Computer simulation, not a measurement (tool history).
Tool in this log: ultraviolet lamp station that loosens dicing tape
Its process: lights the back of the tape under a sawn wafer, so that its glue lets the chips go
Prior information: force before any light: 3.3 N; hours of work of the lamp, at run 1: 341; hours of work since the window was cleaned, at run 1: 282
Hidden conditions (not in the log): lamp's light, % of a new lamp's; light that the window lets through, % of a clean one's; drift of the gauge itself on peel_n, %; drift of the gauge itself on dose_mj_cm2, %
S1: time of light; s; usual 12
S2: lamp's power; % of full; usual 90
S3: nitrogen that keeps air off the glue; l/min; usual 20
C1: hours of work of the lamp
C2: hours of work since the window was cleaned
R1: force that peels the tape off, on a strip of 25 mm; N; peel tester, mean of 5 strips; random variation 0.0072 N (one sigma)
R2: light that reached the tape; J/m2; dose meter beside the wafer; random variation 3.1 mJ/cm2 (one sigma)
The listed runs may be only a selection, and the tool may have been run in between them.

{"run": 1, "hour": 0.0, "S1": 12, "S2": 90, "S3": 20, "C1": 341, "C2": 282, "R1": 0.342, "R2": 3730}
{"run": 2, "hour": 59.3, "S1": 12, "S2": 90, "S3": 9, "C1": 369, "C2": 309, "R1": 0.578, "R2": 3620}
{"run": 3, "hour": 117.7, "S1": 12, "S2": 90, "S3": 9, "C1": 396, "C2": 336, "R1": 0.576, "R2": 3530}
{"run": 4, "hour": 169.3, "S1": 12, "S2": 90, "S3": 9, "C1": 420, "C2": 360, "R1": 0.568, "R2": 3480}
{"run": 5, "hour": 245.0, "S1": 12, "S2": 90, "S3": 9, "C1": 455, "C2": 395, "R1": 0.619, "R2": 3330}
{"run": 6, "hour": 292.8, "S1": 12, "S2": 64, "S3": 9, "C1": 477, "C2": 418, "R1": 0.952, "R2": 2360}
{"run": 7, "hour": 325.2, "S1": 12, "S2": 64, "S3": 9, "C1": 492, "C2": 433, "R1": 0.997, "R2": 2330}
{"run": 8, "hour": 359.4, "S1": 12, "S2": 100, "S3": 20, "C1": 508, "C2": 448, "R1": 0.36, "R2": 3620}
{"run": 9, "hour": 419.9, "S1": 12, "S2": 90, "S3": 20, "C1": 536, "C2": 477, "R1": 0.448, "R2": 3160}
{"run": 10, "hour": 473.5, "S1": 12, "S2": 90, "S3": 20, "C1": 561, "C2": 501, "R1": 0.453, "R2": 3080}
{"hour": 492.4, "done": "window cleaned of glue's vapour"}
{"run": 11, "hour": 523.7, "S1": 12, "S2": 90, "S3": 20, "C1": 584, "C2": 14, "R1": 0.407, "R2": 3230}
{"run": 12, "hour": 563.6, "S1": 12, "S2": 90, "S3": 20, "C1": 603, "C2": 33, "R1": 0.423, "R2": 3170}
{"run": 13, "hour": 615.4, "S1": 12, "S2": 90, "S3": 13, "C1": 627, "C2": 57, "R1": 0.544, "R2": 3080}
{"run": 14, "hour": 685.1, "S1": 12, "S2": 90, "S3": 20, "C1": 659, "C2": 89, "R1": 0.441, "R2": 3010}
{"run": 15, "hour": 738.4, "S1": 7, "S2": 90, "S3": 20, "C1": 684, "C2": 114, "R1": 0.963, "R2": 1710}
{"run": 16, "hour": 770.4, "S1": 7, "S2": 90, "S3": 20, "C1": 699, "C2": 129, "R1": 0.986, "R2": 1660}
{"run": 17, "hour": 809.4, "S1": 9, "S2": 90, "S3": 20, "C1": 717, "C2": 147, "R1": 0.698, "R2": 2140}
{"run": 18, "hour": 870.2, "S1": 12, "S2": 90, "S3": 15, "C1": 745, "C2": 175, "R1": 0.577, "R2": 2800}
{"hour": 905.7, "done": "lamp changed"}
{"run": 19, "hour": 947.1, "S1": 12, "S2": 90, "S3": 15, "C1": 19, "C2": 211, "R1": 0.317, "R2": 4480}
{"run": 20, "hour": 1004.2, "S1": 12, "S2": 90, "S3": 20, "C1": 46, "C2": 237, "R1": 0.29, "R2": 4370}
{"run": 21, "hour": 1043.5, "S1": 12, "S2": 90, "S3": 20, "C1": 64, "C2": 255, "R1": 0.274, "R2": 4280}
{"run": 22, "hour": 1114.3, "S1": 23, "S2": 90, "S3": 38, "C1": 97, "C2": 288, "R1": 0.189, "R2": 8120}
{"run": 23, "hour": 1172.1, "S1": 16, "S2": 85, "S3": 20, "C1": 124, "C2": 315, "R1": 0.242, "R2": 5260}
{"run": 24, "hour": 1230.4, "S1": 16, "S2": 73, "S3": 20, "C1": 151, "C2": 342, "R1": 0.281, "R2": 4410}
{"run": 25, "hour": 1274.5, "S1": 16, "S2": 96, "S3": 9, "C1": 171, "C2": 362, "R1": 0.296, "R2": 5750}
{"run": 26, "hour": 1326.5, "S1": 22, "S2": 74, "S3": 38, "C1": 195, "C2": 387, "R1": 0.184, "R2": 5880}
{"run": 27, "hour": 1371.8, "S1": 22, "S2": 74, "S3": 38, "C1": 216, "C2": 408, "R1": 0.197, "R2": 5810}
{"run": 28, "hour": 1431.9, "S1": 20, "S2": 73, "S3": 10, "C1": 244, "C2": 436, "R1": 0.302, "R2": 5200}
{"run": 29, "hour": 1468.1, "S1": 20, "S2": 90, "S3": 20, "C1": 261, "C2": 452, "R1": 0.213, "R2": 6230}
{"run": 30, "hour": 1532.3, "S1": 23, "S2": 90, "S3": 7, "C1": 291, "C2": 482, "R1": 0.247, "R2": 7020}
{"run": 31, "hour": 1582.5, "S1": 23, "S2": 90, "S3": 7, "C1": 314, "C2": 505, "R1": 0.271, "R2": 6980}
{"hour": 1594.0, "done": "window cleaned of glue's vapour"}
{"run": 32, "hour": 1644.7, "S1": 22, "S2": 76, "S3": 20, "C1": 343, "C2": 24, "R1": 0.216, "R2": 5860}
{"run": 33, "hour": 1720.1, "S1": 8, "S2": 66, "S3": 8, "C1": 378, "C2": 59, "R1": 1.297, "R2": 1830}
{"run": 34, "hour": 1779.1, "S1": 23, "S2": 87, "S3": 15, "C1": 405, "C2": 86, "R1": 0.2, "R2": 6560}
{"run": 35, "hour": 1853.9, "S1": 23, "S2": 87, "S3": 15, "C1": 440, "C2": 121, "R1": 0.204, "R2": 6490}
{"run": 36, "hour": 1891.3, "S1": 18, "S2": 88, "S3": 20, "C1": 457, "C2": 138, "R1": 0.237, "R2": 5070}
{"run": 37, "hour": 1927.6, "S1": 18, "S2": 64, "S3": 30, "C1": 474, "C2": 155, "R1": 0.281, "R2": 3650}
{"run": 38, "hour": 2003.6, "S1": 18, "S2": 90, "S3": 13, "C1": 509, "C2": 190, "R1": 0.29, "R2": 4960}
{"run": 39, "hour": 2051.2, "S1": 7, "S2": 90, "S3": 20, "C1": 531, "C2": 212, "R1": 0.864, "R2": 1870}
{"run": 40, "hour": 2118.7, "S1": 7, "S2": 97, "S3": 20, "C1": 563, "C2": 244, "R1": 0.788, "R2": 1980}
{"run": 41, "hour": 2173.0, "S1": 11, "S2": 64, "S3": 6, "C1": 588, "C2": 269, "R1": 1.36, "R2": 2010}
{"run": 42, "hour": 2205.8, "S1": 24, "S2": 86, "S3": 20, "C1": 603, "C2": 284, "R1": 0.207, "R2": 5810}

4 options for the next run, each taken on its own from the tool as it stands now. Forecast them:
{"run": "A", "hour": 2248.4, "S1": 24, "S2": 62, "S3": 8, "C1": 623, "C2": 304, "R1": "?", "R2": "?"}
{"run": "B", "hour": 2248.4, "S1": 24, "S2": 79, "S3": 20, "C1": 623, "C2": 304, "R1": "?", "R2": "?"}
{"run": "C", "hour": 2248.4, "S1": 13, "S2": 86, "S3": 24, "C1": 623, "C2": 304, "R1": "?", "R2": "?"}
{"run": "D", "hour": 2248.4, "S1": 11, "S2": 89, "S3": 20, "C1": 623, "C2": 304, "R1": "?", "R2": "?"}

run=A R1=0.478 R2=4150
run=B R1=0.229 R2=5240
run=C R1=0.401 R2=3140
run=D R1=0.51 R2=2680
Without the tool's unlogged condition, the same runs would have read:
run=A R1=0.265 R2=6430
run=B R1=0.192 R2=8110
run=C R1=0.239 R2=4840
run=D R1=0.28 R2=4150
